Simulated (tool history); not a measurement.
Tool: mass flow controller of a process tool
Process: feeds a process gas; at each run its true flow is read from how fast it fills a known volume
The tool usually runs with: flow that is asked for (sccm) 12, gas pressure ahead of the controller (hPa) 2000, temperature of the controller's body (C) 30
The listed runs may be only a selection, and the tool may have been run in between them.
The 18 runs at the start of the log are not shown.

run    hour  flow that is asked for (sccm)  gas pressure ahead of the controller (hPa)  temperature of the controller's body (C)  true flow (%)
 19  2086.7                             12                                        1760                                        30          99.49
 20  2205.6                             12                                        1760                                        30          99.40
 21  2338.2                             12                                        1760                                        30          99.51
 22  2434.2                             12                                        1760                                        30          99.54
 23  2575.2                             12                                        2100                                        30          99.56
 24  2662.7                             12                                        2740                                        30          99.83
 25  2759.2                             12                                        1870                                        21         100.04
 26  2835.9                              6                                        2580                                        24          99.91
 27  2995.2                              7                                        2570                                        24          99.90
 28  3148.3                             13                                        2000                                        36          99.35
 29  3269.6                              2                                        2090                                        29          99.46
 30  3384.5                              2                                        2090                                        29          99.54
 31  3453.0                             17                                        2190                                        20         100.20

Here are 3 independent what-if runs from the current tool condition. What would each one return?
  A  3613.9                              7                                        2220                                        23              ?
  B  3613.9                             16                                        1780                                        20              ?
  C  3613.9                             12                                        2320                                        23              ?

run  true flow (%)
  A         100.00
  B         100.12
  C         100.03
What these runs would have given with no unlogged condition in the tool:
run  true flow (%)
  A         100.00
  B         100.11
  C         100.02
